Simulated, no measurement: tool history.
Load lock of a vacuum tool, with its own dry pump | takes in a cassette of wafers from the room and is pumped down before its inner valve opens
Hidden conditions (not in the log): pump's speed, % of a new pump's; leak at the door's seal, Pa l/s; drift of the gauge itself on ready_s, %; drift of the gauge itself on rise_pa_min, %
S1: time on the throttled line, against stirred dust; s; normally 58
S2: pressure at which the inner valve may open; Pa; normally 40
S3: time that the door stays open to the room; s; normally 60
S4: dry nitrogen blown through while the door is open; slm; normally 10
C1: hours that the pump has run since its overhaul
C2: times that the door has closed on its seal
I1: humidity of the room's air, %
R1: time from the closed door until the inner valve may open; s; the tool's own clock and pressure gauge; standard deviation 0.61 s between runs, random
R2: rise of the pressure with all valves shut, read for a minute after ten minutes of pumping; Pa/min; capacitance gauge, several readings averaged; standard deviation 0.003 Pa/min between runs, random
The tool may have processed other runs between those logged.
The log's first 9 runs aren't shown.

run 10 hour=2476.9 | S1=58 S2=40 S3=60 S4=43 | C1=6241 C2=31081 | I1=47.3 | R1=88.9 R2=0.014
run 11 hour=2715.0 | S1=58 S2=40 S3=60 S4=10 | C1=6479 C2=32102 | I1=48.7 | R1=88.8 R2=0.043
run 12 hour=2915.7 | S1=58 S2=40 S3=48 S4=10 | C1=6680 C2=32963 | I1=43.8 | R1=89.8 R2=0.032
run 13 hour=3103.7 | S1=58 S2=40 S3=48 S4=10 | C1=6868 C2=33769 | I1=41.1 | R1=88.3 R2=0.034
run 14 hour=3308.1 | S1=58 S2=40 S3=48 S4=10 | C1=7072 C2=34645 | I1=47.1 | R1=89.2 R2=0.038
run 15 hour=3604.9 | S1=58 S2=40 S3=48 S4=10 | C1=7369 C2=35918 | I1=43.8 | R1=88.9 R2=0.037
run 16 hour=3889.6 | S1=58 S2=40 S3=56 S4=10 | C1=7653 C2=37139 | I1=44.6 | R1=88.6 R2=0.043
run 17 hour=4151.5 | S1=58 S2=40 S3=56 S4=10 | C1=7915 C2=38262 | I1=45.4 | R1=88.3 R2=0.043
-- hour=4448.8 door's seal changed, seat wiped
run 18 hour=4507.1 | S1=58 S2=40 S3=60 S4=42 | C1=8270 C2=250 | I1=45.0 | R1=89.1 R2=0.019
run 19 hour=4682.7 | S1=58 S2=40 S3=60 S4=42 | C1=8445 C2=1003 | I1=40.7 | R1=88.9 R2=0.015

Run 20, settings as shown, results not yet in. Your forecast:
run 20 hour=4897.6 | S1=58 S2=40 S3=60 S4=42 | C1=8660 C2=1924 | I1=40.1 | R1=? R2=?

{"run 20": {"R1": 88.1, "R2": 0.013}}
Minus the tool's unlogged condition, the same run would have read R1 88.0 s, R2 0.013 Pa/min.
